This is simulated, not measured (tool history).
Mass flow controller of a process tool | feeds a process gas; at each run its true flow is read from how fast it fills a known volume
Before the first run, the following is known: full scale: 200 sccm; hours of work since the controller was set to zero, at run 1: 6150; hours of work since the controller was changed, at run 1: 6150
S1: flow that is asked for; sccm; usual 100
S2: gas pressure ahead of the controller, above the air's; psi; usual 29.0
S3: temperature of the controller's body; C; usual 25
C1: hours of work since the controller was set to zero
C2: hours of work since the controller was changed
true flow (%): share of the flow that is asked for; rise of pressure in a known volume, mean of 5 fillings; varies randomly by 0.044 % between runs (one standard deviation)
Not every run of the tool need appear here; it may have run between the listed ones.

run 1 day=0.000 | S1=100 S2=29.0 S3=25 | C1=6150 C2=6150 | true_flow_(%)=99.55
run 2 day=2.946 | S1=100 S2=29.0 S3=25 | C1=6203 C2=6203 | true_flow_(%)=99.58
run 3 day=4.917 | S1=100 S2=29.0 S3=25 | C1=6239 C2=6239 | true_flow_(%)=99.59
run 4 day=7.362 | S1=100 S2=29.0 S3=25 | C1=6283 C2=6283 | true_flow_(%)=99.62
run 5 day=10.362 | S1=100 S2=29.0 S3=25 | C1=6337 C2=6337 | true_flow_(%)=99.79
run 6 day=12.508 | S1=100 S2=29.0 S3=25 | C1=6375 C2=6375 | true_flow_(%)=99.73
run 7 day=16.571 | S1=100 S2=29.0 S3=25 | C1=6449 C2=6449 | true_flow_(%)=99.83
run 8 day=19.121 | S1=108 S2=29.0 S3=25 | C1=6495 C2=6495 | true_flow_(%)=99.91
run 9 day=23.146 | S1=108 S2=29.0 S3=25 | C1=6567 C2=6567 | true_flow_(%)=99.95
run 10 day=25.129 | S1=108 S2=29.0 S3=25 | C1=6603 C2=6603 | true_flow_(%)=100.15
run 11 day=27.875 | S1=100 S2=29.0 S3=25 | C1=6652 C2=6652 | true_flow_(%)=100.07
run 12 day=30.104 | S1=100 S2=23.5 S3=25 | C1=6692 C2=6692 | true_flow_(%)=99.79
run 13 day=33.838 | S1=100 S2=23.5 S3=25 | C1=6760 C2=6760 | true_flow_(%)=99.89
run 14 day=36.854 | S1=100 S2=23.5 S3=25 | C1=6814 C2=6814 | true_flow_(%)=99.90
run 15 day=41.275 | S1=100 S2=23.5 S3=25 | C1=6894 C2=6894 | true_flow_(%)=100.01
run 16 day=45.100 | S1=100 S2=23.5 S3=25 | C1=6963 C2=6963 | true_flow_(%)=100.09
run 17 day=48.892 | S1=100 S2=29.0 S3=25 | C1=7031 C2=7031 | true_flow_(%)=100.51
-- day=51.825 controller exchanged for a calibrated one
run 18 day=51.850 | S1=100 S2=29.0 S3=25 | C1=0 C2=0 | true_flow_(%)=100.47
run 19 day=56.175 | S1=100 S2=29.0 S3=25 | C1=78 C2=78 | true_flow_(%)=100.68
run 20 day=59.817 | S1=29 S2=29.0 S3=25 | C1=144 C2=144 | true_flow_(%)=100.25
run 21 day=64.204 | S1=29 S2=29.0 S3=25 | C1=223 C2=223 | true_flow_(%)=100.54
run 22 day=68.521 | S1=29 S2=29.0 S3=25 | C1=301 C2=301 | true_flow_(%)=100.49
run 23 day=72.054 | S1=29 S2=29.0 S3=25 | C1=364 C2=364 | true_flow_(%)=100.59
run 24 day=75.854 | S1=29 S2=29.0 S3=25 | C1=433 C2=433 | true_flow_(%)=100.76
-- day=78.158 gauge calibrated
run 25 day=79.596 | S1=145 S2=26.7 S3=25 | C1=500 C2=500 | true_flow_(%)=99.71
run 26 day=81.729 | S1=145 S2=26.7 S3=25 | C1=539 C2=539 | true_flow_(%)=99.75
run 27 day=85.696 | S1=25 S2=26.7 S3=31 | C1=610 C2=610 | true_flow_(%)=99.36
run 28 day=89.450 | S1=33 S2=30.9 S3=32 | C1=678 C2=678 | true_flow_(%)=99.86
run 29 day=92.658 | S1=33 S2=30.9 S3=32 | C1=736 C2=736 | true_flow_(%)=99.92
run 30 day=97.038 | S1=65 S2=21.6 S3=24 | C1=814 C2=814 | true_flow_(%)=99.19
run 31 day=99.200 | S1=165 S2=21.6 S3=22 | C1=853 C2=853 | true_flow_(%)=99.69
run 32 day=101.117 | S1=165 S2=22.3 S3=21 | C1=888 C2=888 | true_flow_(%)=99.65
run 33 day=105.217 | S1=165 S2=22.3 S3=37 | C1=962 C2=962 | true_flow_(%)=100.68
run 34 day=108.658 | S1=26 S2=27.1 S3=36 | C1=1024 C2=1024 | true_flow_(%)=100.24
run 35 day=110.600 | S1=26 S2=27.1 S3=36 | C1=1059 C2=1059 | true_flow_(%)=100.21
run 36 day=113.554 | S1=26 S2=27.1 S3=36 | C1=1112 C2=1112 | true_flow_(%)=100.38
run 37 day=116.550 | S1=168 S2=23.2 S3=39 | C1=1166 C2=1166 | true_flow_(%)=101.12
run 38 day=121.008 | S1=26 S2=29.0 S3=33 | C1=1246 C2=1246 | true_flow_(%)=100.44
run 39 day=123.025 | S1=20 S2=20.3 S3=26 | C1=1282 C2=1282 | true_flow_(%)=99.64
run 40 day=125.421 | S1=115 S2=20.3 S3=24 | C1=1326 C2=1326 | true_flow_(%)=99.98
run 41 day=129.396 | S1=115 S2=20.3 S3=24 | C1=1397 C2=1397 | true_flow_(%)=100.09
run 42 day=133.729 | S1=71 S2=27.7 S3=25 | C1=1475 C2=1475 | true_flow_(%)=100.41
run 43 day=138.071 | S1=132 S2=39.6 S3=31 | C1=1553 C2=1553 | true_flow_(%)=101.74
run 44 day=141.608 | S1=32 S2=29.0 S3=29 | C1=1617 C2=1617 | true_flow_(%)=100.63
run 45 day=143.821 | S1=89 S2=35.8 S3=26 | C1=1657 C2=1657 | true_flow_(%)=101.23
run 46 day=147.292 | S1=100 S2=34.2 S3=21 | C1=1720 C2=1720 | true_flow_(%)=101.10
run 47 day=149.975 | S1=130 S2=22.2 S3=25 | C1=1768 C2=1768 | true_flow_(%)=100.77

What will run 48 give?
run 48 day=153.550 | S1=130 S2=22.2 S3=25 | C1=1832 C2=1832 | true_flow_(%)=?

Run 48 gave true flow (%) 100.88.
Take away the tool's hidden state, keep the run-to-run variation as it was, and the same run would have given true flow (%) 99.35.

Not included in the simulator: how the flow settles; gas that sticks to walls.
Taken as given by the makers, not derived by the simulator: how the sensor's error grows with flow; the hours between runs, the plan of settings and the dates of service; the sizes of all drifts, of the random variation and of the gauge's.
